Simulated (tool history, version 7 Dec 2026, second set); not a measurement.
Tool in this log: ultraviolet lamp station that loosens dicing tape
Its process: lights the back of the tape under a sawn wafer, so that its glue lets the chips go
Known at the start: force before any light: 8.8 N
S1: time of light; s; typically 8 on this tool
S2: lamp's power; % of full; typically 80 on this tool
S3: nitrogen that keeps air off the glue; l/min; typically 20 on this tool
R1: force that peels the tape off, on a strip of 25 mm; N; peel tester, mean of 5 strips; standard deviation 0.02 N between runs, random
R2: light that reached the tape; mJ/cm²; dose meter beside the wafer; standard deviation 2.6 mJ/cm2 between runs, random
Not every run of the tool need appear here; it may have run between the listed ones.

run	day	S1	S2	S3	R1	R2
1	0	8	80	20	1.684	247
2	2.438	8	100	20	1.124	298
3	4.075	8	100	20	1.144	299
4	6.088	8	100	20	1.216	293
5	7.838	8	80	20	1.811	233
6	9.862	8	80	20	1.865	229
7	12.292	8	88	20	1.656	245
8	14.588	8	75	20	2.139	206
9	16.875	8	75	20	2.173	205
10	18.112	8	75	20	2.179	199
11	19.292	9	75	20	1.888	229
12	20.829	8	86	11	2.476	225
13	22.254	7	63	7	4.525	145
# day 22.775: window cleaned of glue's vapour
14	24.246	7	63	7	3.987	159

Forecast run 15:
15	25.638	7	75	20	?	?

{"run 15": {"R1": 2.381, "R2": 185}}
With the hidden condition absent and the run-to-run variation left alone, this run would have shown R1 1.4 N, R2 265 mJ/cm².
